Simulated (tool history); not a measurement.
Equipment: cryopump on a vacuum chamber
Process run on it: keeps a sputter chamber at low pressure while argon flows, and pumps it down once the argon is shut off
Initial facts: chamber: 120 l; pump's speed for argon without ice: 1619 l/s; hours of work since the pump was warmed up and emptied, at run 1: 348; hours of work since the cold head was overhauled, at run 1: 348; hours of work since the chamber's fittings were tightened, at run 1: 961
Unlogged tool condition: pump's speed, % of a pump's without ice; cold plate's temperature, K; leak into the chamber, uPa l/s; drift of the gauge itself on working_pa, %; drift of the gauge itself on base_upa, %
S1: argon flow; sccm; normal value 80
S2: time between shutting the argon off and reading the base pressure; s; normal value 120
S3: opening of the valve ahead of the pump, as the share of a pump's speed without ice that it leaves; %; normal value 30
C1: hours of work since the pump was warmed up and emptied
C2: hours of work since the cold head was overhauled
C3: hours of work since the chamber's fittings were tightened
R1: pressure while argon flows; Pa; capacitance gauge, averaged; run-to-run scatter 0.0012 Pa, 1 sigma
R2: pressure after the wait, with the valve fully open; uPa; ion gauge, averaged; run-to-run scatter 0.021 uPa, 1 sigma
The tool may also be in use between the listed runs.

| run | hour | S1 | S2 | S3 | C1 | C2 | C3 | R1 | R2 |
|---|---|---|---|---|---|---|---|---|---|
| 1 | 0.0 | 80 | 120 | 30 | 348 | 348 | 961 | 0.2892 | 1.08 |
| 2 | 14.1 | 80 | 120 | 54 | 356 | 356 | 969 | 0.1637 | 1.10 |
| 3 | 23.7 | 80 | 120 | 54 | 361 | 361 | 974 | 0.1661 | 1.15 |
| 4 | 32.3 | 80 | 120 | 54 | 366 | 366 | 979 | 0.1647 | 1.15 |
| 5 | 42.5 | 80 | 23 | 54 | 372 | 372 | 985 | 0.1653 | 2.16 |
| 6 | 59.3 | 80 | 53 | 30 | 381 | 381 | 994 | 0.2900 | 1.44 |
| 7 | 79.3 | 80 | 120 | 30 | 392 | 392 | 1005 | 0.2880 | 1.17 |
| 8 | 90.1 | 80 | 120 | 30 | 398 | 398 | 1011 | 0.2892 | 1.14 |

Run 9 comes next. What will it give?
| 9 | 108.3 | 96 | 120 | 30 | 408 | 408 | 1021 | ? | ? |

Logged for run 9: R1 0.3472 Pa, R2 1.20 uPa.
Without the tool's hidden state the same run would have given R1 0.3332 Pa, R2 0.46 uPa.
